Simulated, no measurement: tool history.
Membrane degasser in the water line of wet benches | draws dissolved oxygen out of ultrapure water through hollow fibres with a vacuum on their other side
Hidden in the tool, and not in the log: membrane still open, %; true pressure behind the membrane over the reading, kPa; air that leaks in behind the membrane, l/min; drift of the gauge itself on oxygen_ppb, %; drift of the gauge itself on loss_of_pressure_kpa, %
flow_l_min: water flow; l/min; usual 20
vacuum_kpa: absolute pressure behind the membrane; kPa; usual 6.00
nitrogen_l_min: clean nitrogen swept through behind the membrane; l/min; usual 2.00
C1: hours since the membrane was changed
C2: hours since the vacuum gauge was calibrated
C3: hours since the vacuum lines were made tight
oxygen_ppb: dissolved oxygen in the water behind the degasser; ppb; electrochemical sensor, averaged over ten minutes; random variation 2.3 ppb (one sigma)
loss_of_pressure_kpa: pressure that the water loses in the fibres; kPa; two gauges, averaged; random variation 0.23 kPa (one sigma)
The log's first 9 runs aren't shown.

Run 10, hour 467.2: usual settings but nitrogen_l_min 3.08 l/min; C1 3223; C2 3990; C3 4910. Result: oxygen_ppb 223.9 ppb, loss_of_pressure_kpa 59.24 kPa.
Run 11, hour 529.2: usual settings but nitrogen_l_min 3.08 l/min; C1 3285; C2 4052; C3 4972. Result: oxygen_ppb 222.6 ppb, loss_of_pressure_kpa 59.35 kPa.
Run 12, hour 592.6: usual settings but nitrogen_l_min 3.08 l/min; C1 3348; C2 4115; C3 5036. Result: oxygen_ppb 222.7 ppb, loss_of_pressure_kpa 60.01 kPa.
Run 13, hour 662.6: usual settings but nitrogen_l_min 3.08 l/min; C1 3418; C2 4185; C3 5106. Result: oxygen_ppb 222.2 ppb, loss_of_pressure_kpa 59.67 kPa.
Run 14, hour 717.6: usual settings but nitrogen_l_min 3.08 l/min; C1 3473; C2 4240; C3 5161. Result: oxygen_ppb 223.7 ppb, loss_of_pressure_kpa 59.95 kPa.
Run 15, hour 789.2: usual settings; C1 3545; C2 4312; C3 5232. Result: oxygen_ppb 248.3 ppb, loss_of_pressure_kpa 59.68 kPa.
Run 16, hour 859.3: usual settings but nitrogen_l_min 1.71 l/min; C1 3615; C2 4382; C3 5302. Result: oxygen_ppb 258.6 ppb, loss_of_pressure_kpa 59.73 kPa.
Run 17, hour 893.0: usual settings but nitrogen_l_min 1.71 l/min; C1 3649; C2 4416; C3 5336. Result: oxygen_ppb 256.1 ppb, loss_of_pressure_kpa 60.07 kPa.
Run 18, hour 943.0: usual settings but nitrogen_l_min 1.71 l/min; C1 3699; C2 4466; C3 5386. Result: oxygen_ppb 252.1 ppb, loss_of_pressure_kpa 59.74 kPa.
Run 19, hour 989.4: usual settings but nitrogen_l_min 1.71 l/min; C1 3745; C2 4512; C3 5432. Result: oxygen_ppb 253.6 ppb, loss_of_pressure_kpa 59.72 kPa.
At hour 994.3: vacuum gauge calibrated.
Run 20, hour 1051.3: usual settings but nitrogen_l_min 1.71 l/min; C1 3807; C2 57; C3 5494. Result: oxygen_ppb 254.3 ppb, loss_of_pressure_kpa 60.18 kPa.
Run 21, hour 1089.1: usual settings but vacuum_kpa 4.48 kPa, nitrogen_l_min 4.35 l/min; C1 3844; C2 95; C3 5532. Result: oxygen_ppb 196.5 ppb, loss_of_pressure_kpa 60.04 kPa.
Run 22, hour 1123.5: usual settings but flow_l_min 22 l/min, vacuum_kpa 4.48 kPa, nitrogen_l_min 1.04 l/min; C1 3879; C2 129; C3 5566. Result: oxygen_ppb 290.5 ppb, loss_of_pressure_kpa 65.87 kPa.
At hour 1181.8: vacuum gauge calibrated, once more.
Run 23, hour 1201.1: usual settings but vacuum_kpa 5.88 kPa; C1 3956; C2 19; C3 5643. Result: oxygen_ppb 240.3 ppb, loss_of_pressure_kpa 59.90 kPa.
Run 24, hour 1235.3: usual settings but vacuum_kpa 5.63 kPa; C1 3990; C2 54; C3 5677. Result: oxygen_ppb 232.6 ppb, loss_of_pressure_kpa 59.87 kPa.
Run 25, hour 1285.6: usual settings but flow_l_min 14 l/min, nitrogen_l_min 2.11 l/min; C1 4040; C2 104; C3 5728. Result: oxygen_ppb 105.5 ppb, loss_of_pressure_kpa 42.15 kPa.
Run 26, hour 1331.3: usual settings but flow_l_min 28 l/min, nitrogen_l_min 2.57 l/min; C1 4086; C2 150; C3 5773. Result: oxygen_ppb 466.1 ppb, loss_of_pressure_kpa 83.97 kPa.
Run 27, hour 1372.0: usual settings but flow_l_min 21 l/min, vacuum_kpa 10.29 kPa; C1 4127; C2 190; C3 5814. Result: oxygen_ppb 372.2 ppb, loss_of_pressure_kpa 62.76 kPa.
Run 28, hour 1420.9: usual settings but nitrogen_l_min 4.00 l/min; C1 4176; C2 239; C3 5863. Result: oxygen_ppb 213.1 ppb, loss_of_pressure_kpa 60.20 kPa.
Run 29, hour 1486.9: usual settings but flow_l_min 17 l/min, vacuum_kpa 5.90 kPa, nitrogen_l_min 5.08 l/min; C1 4242; C2 305; C3 5929. Result: oxygen_ppb 134.6 ppb, loss_of_pressure_kpa 50.90 kPa.
Run 30, hour 1537.2: usual settings but flow_l_min 25 l/min, nitrogen_l_min 3.08 l/min; C1 4292; C2 355; C3 5979. Result: oxygen_ppb 365.8 ppb, loss_of_pressure_kpa 75.37 kPa.

Run 31 comes next. What will it give?
Run 31, hour 1595.7: usual settings but flow_l_min 12 l/min, vacuum_kpa 4.18 kPa, nitrogen_l_min 1.09 l/min; C1 4350; C2 414; C3 6038. Result: oxygen_ppb ?, loss_of_pressure_kpa ?.

Run 31 gave oxygen_ppb 61.5 ppb, loss_of_pressure_kpa 36.01 kPa.
Without the tool's hidden state the same run would have given oxygen_ppb 57.3 ppb, loss_of_pressure_kpa 35.35 kPa.
